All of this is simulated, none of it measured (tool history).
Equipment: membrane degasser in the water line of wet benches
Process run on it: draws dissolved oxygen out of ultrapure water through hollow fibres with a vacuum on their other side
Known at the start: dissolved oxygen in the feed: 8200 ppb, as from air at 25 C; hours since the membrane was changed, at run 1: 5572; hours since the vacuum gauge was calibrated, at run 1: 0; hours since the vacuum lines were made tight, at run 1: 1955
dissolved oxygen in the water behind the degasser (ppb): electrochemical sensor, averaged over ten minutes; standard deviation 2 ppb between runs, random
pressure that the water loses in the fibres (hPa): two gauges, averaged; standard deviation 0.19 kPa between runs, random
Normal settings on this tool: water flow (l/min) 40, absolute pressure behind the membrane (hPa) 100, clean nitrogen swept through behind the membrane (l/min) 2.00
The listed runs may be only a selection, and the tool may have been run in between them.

run,hour,water flow (l/min),absolute pressure behind the membrane (hPa),clean nitrogen swept through behind the membrane (l/min),hours since the membrane was changed,hours since the vacuum gauge was calibrated,hours since the vacuum lines were made tight,dissolved oxygen in the water behind the degasser (ppb),pressure that the water loses in the fibres (hPa)
1,0.0,40,100,2.00,5572,0,1955,296.1,378.2
2,278.3,40,100,2.00,5850,278,2233,298.9,374.8
3,577.4,40,62,2.00,6149,577,2532,139.4,378.4
4,838.2,40,62,2.00,6410,838,2793,139.0,376.7
5,1121.2,40,100,2.00,6693,1121,3076,303.8,382.1
6,1252.8,40,100,2.00,6825,1253,3208,305.4,378.0
7,1547.2,40,100,1.74,7119,1547,3502,342.3,383.3
8,1755.6,40,100,1.74,7328,1756,3710,346.3,379.6
9,1950.7,40,100,1.74,7523,1951,3906,345.9,380.2
10,2194.4,40,100,1.74,7766,2194,4149,348.2,380.7
11,2376.9,40,100,1.74,7949,2377,4332,343.7,380.2
12,2678.6,40,100,1.74,8251,2679,4634,348.3,382.9
13,2917.5,40,100,1.78,8490,2918,4872,340.3,381.8
14,3191.4,40,100,1.78,8764,3191,5146,341.7,383.8
15,3352.5,40,100,1.78,8925,3352,5307,342.2,381.5
# hour 3489.9: seals of the vacuum lines changed
16,3489.9,40,100,1.78,9060,3488,0,347.0,385.9
17,3618.8,40,100,1.78,9189,3617,129,337.8,384.7
18,3879.9,54,205,3.42,9450,3878,390,606.8,520.7
19,4089.4,29,110,1.66,9659,4087,600,311.3,279.6
20,4339.5,29,110,4.11,9910,4338,850,138.2,280.8
# hour 4564.9: vacuum gauge calibrated
21,4594.8,40,100,1.19,10164,30,1104,458.2,390.1
22,4810.3,40,100,1.19,10380,245,1320,464.2,384.9
23,5065.5,40,211,2.00,10635,501,1575,744.4,387.2
24,5354.4,40,211,2.00,10924,789,1864,742.9,385.1
25,5633.1,40,167,1.10,11203,1068,2143,921.0,387.2
26,5780.4,63,118,2.49,11350,1215,2290,476.7,611.2
27,5993.8,26,153,3.81,11563,1429,2503,201.8,249.5
28,6240.8,40,72,0.91,11810,1676,2750,347.3,388.1
29,6388.1,35,230,1.36,11958,1823,2898,998.5,340.4
30,6623.8,35,71,1.59,12193,2059,3133,199.2,341.9
31,6903.0,35,71,1.59,12473,2338,3413,198.9,339.2

The same runs without the tool's hidden state, with the same run-to-run variation:
Hidden state present: membrane still open, %; true pressure behind the membrane over the reading, kPa; air that leaks in behind the membrane, l/min; drift of the gauge itself on oxygen_ppb, %; drift of the gauge itself on loss_of_pressure_kpa, %.
run,dissolved oxygen in the water behind the degasser (ppb),pressure that the water loses in the fibres (hPa)
1,293.7,368.6
2,295.5,364.8
3,135.2,367.8
4,133.9,365.7
5,297.3,370.6
6,298.3,366.3
7,333.5,370.9
8,336.5,366.9
9,335.3,367.2
10,336.7,367.2
11,331.5,366.4
12,334.7,368.6
13,326.1,367.1
14,326.4,368.6
15,326.3,366.0
16,332.1,370.1
17,322.7,368.7
18,593.7,498.5
19,297.8,267.3
20,131.4,268.2
21,453.7,372.3
22,458.4,366.8
23,738.1,368.7
24,735.5,366.1
25,910.8,367.6
26,464.7,580.0
27,197.1,236.4
28,331.9,367.4
29,985.4,322.1
30,187.7,323.3
31,186.4,320.1
